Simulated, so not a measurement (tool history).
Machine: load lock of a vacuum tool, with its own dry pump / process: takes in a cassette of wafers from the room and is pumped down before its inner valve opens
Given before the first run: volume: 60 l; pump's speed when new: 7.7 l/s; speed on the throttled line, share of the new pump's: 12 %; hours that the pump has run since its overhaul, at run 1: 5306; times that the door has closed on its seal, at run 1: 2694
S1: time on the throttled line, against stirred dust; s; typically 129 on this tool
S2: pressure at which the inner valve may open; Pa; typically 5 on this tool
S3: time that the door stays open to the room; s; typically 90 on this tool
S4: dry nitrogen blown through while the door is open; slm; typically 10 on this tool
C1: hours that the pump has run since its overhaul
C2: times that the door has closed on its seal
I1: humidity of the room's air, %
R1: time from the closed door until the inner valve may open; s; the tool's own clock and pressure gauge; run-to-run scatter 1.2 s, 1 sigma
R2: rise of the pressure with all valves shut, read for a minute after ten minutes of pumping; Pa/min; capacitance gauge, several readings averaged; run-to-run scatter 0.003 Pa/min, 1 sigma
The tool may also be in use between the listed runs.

Run 1, hour 0: usual settings; C1 5306; C2 2694; I1 47.2. Result: R1 198.4 s, R2 0.029 Pa/min.
Run 2, hour 49.9: usual settings but S1 89 s; C1 5356; C2 2867; I1 46.8. Result: R1 161.1 s, R2 0.031 Pa/min.
Run 3, hour 144.3: usual settings but S1 89 s; C1 5450; C2 3194; I1 48.9. Result: R1 160.8 s, R2 0.03 Pa/min.
Run 4, hour 192.6: usual settings but S3 44 s; C1 5499; C2 3362; I1 43.8. Result: R1 197.5 s, R2 0.02 Pa/min.
Run 5, hour 289: usual settings but S1 94 s; C1 5595; C2 3696; I1 46. Result: R1 166.8 s, R2 0.032 Pa/min.
Run 6, hour 374.7: usual settings; C1 5681; C2 3993; I1 46.1. Result: R1 199.8 s, R2 0.031 Pa/min.
Run 7, hour 434.5: usual settings; C1 5741; C2 4200; I1 44.8. Result: R1 197 s, R2 0.034 Pa/min.
Run 8, hour 502.5: usual settings; C1 5809; C2 4436; I1 42.9. Result: R1 196.5 s, R2 0.033 Pa/min.
Run 9, hour 585.7: usual settings but S2 9 Pa; C1 5892; C2 4725; I1 45.6. Result: R1 192.7 s, R2 0.028 Pa/min.
Run 10, hour 663.8: usual settings but S2 9 Pa; C1 5970; C2 4995; I1 46.4. Result: R1 191.1 s, R2 0.037 Pa/min.
Run 11, hour 715.2: usual settings; C1 6021; C2 5174; I1 44.7. Result: R1 198.8 s, R2 0.029 Pa/min.
Run 12, hour 803.6: usual settings but S4 5 slm; C1 6110; C2 5480; I1 44.9. Result: R1 193.9 s, R2 0.043 Pa/min.
Run 13, hour 885.6: usual settings but S2 7 Pa; C1 6192; C2 5764; I1 48.8. Result: R1 194.9 s, R2 0.028 Pa/min.
Run 14, hour 983.1: usual settings but S2 7 Pa; C1 6289; C2 6102; I1 46.5. Result: R1 193.9 s, R2 0.032 Pa/min.
Run 15, hour 1043.6: usual settings but S2 4 Pa; C1 6350; C2 6312; I1 42.7. Result: R1 200.3 s, R2 0.035 Pa/min.
Run 16, hour 1148: usual settings but S3 27 s; C1 6454; C2 6674; I1 48. Result: R1 199.7 s, R2 0.023 Pa/min.
Run 17, hour 1211.6: usual settings; C1 6518; C2 6895; I1 45.7. Result: R1 197.8 s, R2 0.036 Pa/min.
Run 18, hour 1297.4: usual settings; C1 6603; C2 7192; I1 43.2. Result: R1 197 s, R2 0.034 Pa/min.
Run 19, hour 1372.5: usual settings but S2 4 Pa; C1 6679; C2 7452; I1 46.5. Result: R1 199.3 s, R2 0.032 Pa/min.
Run 20, hour 1456.3: usual settings but S1 204 s, S2 8 Pa, S3 42 s; C1 6762; C2 7743; I1 45.4. Result: R1 263.8 s, R2 0.027 Pa/min.
Run 21, hour 1507.9: usual settings but S1 167 s, S2 6 Pa, S4 27 slm; C1 6814; C2 7921; I1 46.7. Result: R1 229 s, R2 0.028 Pa/min.
Run 22, hour 1581.3: usual settings but S1 167 s, S3 73 s, S4 20 slm; C1 6887; C2 8176; I1 45.9. Result: R1 227.3 s, R2 0.024 Pa/min.
Run 23, hour 1671.3: usual settings but S1 167 s, S3 73 s, S4 20 slm; C1 6977; C2 8488; I1 49.2. Result: R1 231 s, R2 0.028 Pa/min.
Run 24, hour 1766.7: usual settings but S4 25 slm; C1 7073; C2 8819; I1 45.6. Result: R1 197.8 s, R2 0.036 Pa/min.
Run 25, hour 1868.2: usual settings but S1 207 s, S2 6 Pa, S3 42 s, S4 6 slm; C1 7174; C2 9170; I1 44.9. Result: R1 264.2 s, R2 0.034 Pa/min.
Run 26, hour 1944.5: usual settings but S1 136 s, S2 9 Pa, S3 42 s, S4 11 slm; C1 7251; C2 9435; I1 41.9. Result: R1 199 s, R2 0.023 Pa/min.
Run 27, hour 2014.3: usual settings but S1 136 s, S2 9 Pa, S3 30 s, S4 5 slm; C1 7320; C2 9677; I1 44.5. Result: R1 199.7 s, R2 0.029 Pa/min.
Run 28, hour 2096.9: usual settings but S1 136 s, S2 9 Pa, S3 30 s, S4 5 slm; C1 7403; C2 9963; I1 44.5. Result: R1 196.8 s, R2 0.03 Pa/min.
Run 29, hour 2177.5: usual settings but S1 136 s, S2 9 Pa, S3 30 s, S4 5 slm; C1 7484; C2 10243; I1 46.9. Result: R1 199.9 s, R2 0.034 Pa/min.
Run 30, hour 2250.6: usual settings but S3 79 s, S4 11 slm; C1 7557; C2 10496; I1 43.6. Result: R1 195.5 s, R2 0.036 Pa/min.
Run 31, hour 2304.3: usual settings but S1 122 s, S2 9 Pa, S3 87 s, S4 6 slm; C1 7610; C2 10682; I1 45.2. Result: R1 185.7 s, R2 0.048 Pa/min.
Run 32, hour 2361.8: usual settings but S2 9 Pa; C1 7668; C2 10882; I1 45. Result: R1 194 s, R2 0.043 Pa/min.
Run 33, hour 2408.8: usual settings but S2 9 Pa; C1 7715; C2 11045; I1 43.3. Result: R1 192.1 s, R2 0.039 Pa/min.
Run 34, hour 2468.7: usual settings but S2 9 Pa; C1 7775; C2 11252; I1 48.8. Result: R1 193.4 s, R2 0.043 Pa/min.
Run 35, hour 2528.4: usual settings but S3 172 s, S4 35 slm; C1 7834; C2 11459; I1 45.8. Result: R1 198.7 s, R2 0.037 Pa/min.
Run 36, hour 2627.8: usual settings but S3 52 s; C1 7934; C2 11804; I1 44.7. Result: R1 200.4 s, R2 0.033 Pa/min.
Run 37, hour 2697.9: usual settings but S3 52 s; C1 8004; C2 12047; I1 44.7. Result: R1 199.8 s, R2 0.035 Pa/min.

3 options for the next run, each taken on its own from the tool as it stands now. Forecast them:
Run A, hour 2802.9: usual settings but S1 98 s, S3 105 s, S4 26 slm; C1 8109; C2 12411; I1 45. Result: R1 ?, R2 ?.
Run B, hour 2802.9: usual settings but S2 6 Pa, S3 41 s, S4 17 slm; C1 8109; C2 12411; I1 44.1. Result: R1 ?, R2 ?.
Run C, hour 2802.9: usual settings but S1 141 s, S4 5 slm; C1 8109; C2 12411; I1 43.5. Result: R1 ?, R2 ?.

run     R1     R2
  A  172.7  0.032
  B  195.2  0.033
  C  209.8  0.053
Had the tool no hidden state, the same runs would have come out as:
run     R1     R2
  A  163.9  0.016
  B  187.3  0.017
  C    202  0.036
